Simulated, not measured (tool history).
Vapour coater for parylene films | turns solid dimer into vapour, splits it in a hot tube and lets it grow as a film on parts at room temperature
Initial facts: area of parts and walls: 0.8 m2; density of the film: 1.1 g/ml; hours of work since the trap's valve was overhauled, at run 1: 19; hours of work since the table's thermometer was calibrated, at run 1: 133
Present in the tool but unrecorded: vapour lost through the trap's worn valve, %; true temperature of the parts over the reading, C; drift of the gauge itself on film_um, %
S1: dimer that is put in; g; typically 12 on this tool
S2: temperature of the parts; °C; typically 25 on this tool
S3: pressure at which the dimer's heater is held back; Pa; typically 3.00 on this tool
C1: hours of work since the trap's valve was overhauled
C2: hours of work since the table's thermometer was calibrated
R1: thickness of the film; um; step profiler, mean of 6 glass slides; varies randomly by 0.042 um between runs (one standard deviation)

Run 1, hour 0.0: usual settings; C1 19; C2 133. Result: R1 8.27 um.
Run 2, hour 41.4: usual settings but S2 35 °C; C1 39; C2 152. Result: R1 6.49 um.
Run 3, hour 82.2: usual settings but S1 7 g; C1 58; C2 171. Result: R1 4.81 um.
Run 4, hour 137.7: usual settings; C1 83; C2 197. Result: R1 8.32 um.
Run 5, hour 171.6: usual settings; C1 99; C2 212. Result: R1 8.32 um.
Run 6, hour 229.8: usual settings; C1 126; C2 239. Result: R1 8.32 um.
Run 7, hour 281.9: usual settings but S1 11 g, S2 20 °C, S3 10.38 Pa; C1 150; C2 264. Result: R1 6.98 um.
Run 8, hour 323.2: usual settings but S1 7 g, S2 22 °C, S3 10.74 Pa; C1 170; C2 283. Result: R1 4.22 um.
Run 9, hour 352.3: usual settings but S2 36 °C, S3 2.43 Pa; C1 183; C2 296. Result: R1 6.63 um.
Run 10, hour 379.8: usual settings but S2 36 °C, S3 2.43 Pa; C1 196; C2 309. Result: R1 6.68 um.
Run 11, hour 405.4: usual settings but S2 36 °C, S3 2.43 Pa; C1 208; C2 321. Result: R1 6.69 um.
Run 12, hour 463.2: usual settings but S2 36 °C, S3 2.04 Pa; C1 235; C2 348. Result: R1 6.88 um.

5 ways to go on from here, each from the tool as it stands after run 12. What would each give?
Run A, hour 513.0: usual settings but S1 19 g, S2 28 °C, S3 2.04 Pa; C1 258; C2 371. Result: R1 ?.
Run B, hour 513.0: usual settings but S2 36 °C, S3 3.79 Pa; C1 258; C2 371. Result: R1 ?.
Run C, hour 513.0: usual settings but S1 8 g, S2 18 °C; C1 258; C2 371. Result: R1 ?.
Run D, hour 513.0: usual settings but S1 5 g, S2 32 °C, S3 8.10 Pa; C1 258; C2 371. Result: R1 ?.
Run E, hour 513.0: usual settings but S1 15 g, S2 36 °C, S3 2.04 Pa; C1 258; C2 371. Result: R1 ?.

run     R1
  A  13.09
  B   6.21
  C   6.51
  D   2.52
  E   8.50
With the hidden condition removed and each run's random variation left untouched, the same runs would have given:
run     R1
  A  13.10
  B   6.21
  C   6.51
  D   2.52
  E   8.50
